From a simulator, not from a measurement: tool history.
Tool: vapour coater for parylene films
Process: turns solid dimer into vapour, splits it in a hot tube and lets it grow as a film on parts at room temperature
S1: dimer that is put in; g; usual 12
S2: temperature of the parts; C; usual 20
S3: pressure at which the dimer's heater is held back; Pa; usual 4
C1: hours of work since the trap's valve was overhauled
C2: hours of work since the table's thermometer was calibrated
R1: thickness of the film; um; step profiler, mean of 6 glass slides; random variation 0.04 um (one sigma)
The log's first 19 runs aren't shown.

| run | hour | S1 | S2 | S3 | C1 | C2 | R1 |
|---|---|---|---|---|---|---|---|
| 20 | 293.6 | 6 | 27 | 6.84 | 337 | 994 | 1.9 |
| 21 | 306.2 | 7 | 13 | 4 | 347 | 1004 | 3.3 |
| 22 | 324.5 | 8 | 30 | 4 | 363 | 1020 | 2.68 |
| 23 | 340.7 | 8 | 16 | 4.03 | 377 | 1034 | 3.54 |
| 24 | 351.7 | 6 | 16 | 7.63 | 386 | 1043 | 2.25 |
| 25 | 368.2 | 6 | 16 | 7.63 | 400 | 1057 | 2.27 |
| 26 | 386.3 | 17 | 15 | 7.63 | 415 | 1072 | 6.48 |
| 27 | 397.3 | 21 | 20 | 4 | 425 | 1082 | 8.4 |
|  | 414.5 | trap's valve overhauled |
| 28 | 414.7 | 11 | 20 | 2.38 | 0 | 1093 | 5.84 |
| 29 | 430.1 | 7 | 27 | 4.63 | 13 | 1106 | 2.71 |
| 30 | 444.7 | 12 | 20 | 10.54 | 26 | 1118 | 4.51 |
| 31 | 463.4 | 12 | 18 | 4 | 42 | 1134 | 5.74 |
| 32 | 478.2 | 7 | 15 | 8.78 | 54 | 1147 | 2.96 |
| 33 | 497.7 | 10 | 15 | 8.78 | 71 | 1163 | 4.29 |
| 34 | 516.8 | 9 | 20 | 4.06 | 87 | 1180 | 4.06 |
| 35 | 532.1 | 13 | 21 | 4 | 100 | 1193 | 5.74 |
| 36 | 550.7 | 13 | 21 | 4 | 116 | 1208 | 5.74 |
| 37 | 566.3 | 15 | 16 | 7.1 | 129 | 1222 | 6.44 |

3 ways to go on from here, each from the tool as it stands after run 37. What would each give?
| A | 576.8 | 12 | 19 | 4 | 138 | 1231 | ? |
| B | 576.8 | 10 | 20 | 4 | 138 | 1231 | ? |
| C | 576.8 | 17 | 16 | 7.1 | 138 | 1231 | ? |

| run | R1 |
|---|---|
| A | 5.37 |
| B | 4.4 |
| C | 7.22 |
Without the tool's hidden state the same runs would have given:
| run | R1 |
|---|---|
| A | 5.68 |
| B | 4.66 |
| C | 7.64 |

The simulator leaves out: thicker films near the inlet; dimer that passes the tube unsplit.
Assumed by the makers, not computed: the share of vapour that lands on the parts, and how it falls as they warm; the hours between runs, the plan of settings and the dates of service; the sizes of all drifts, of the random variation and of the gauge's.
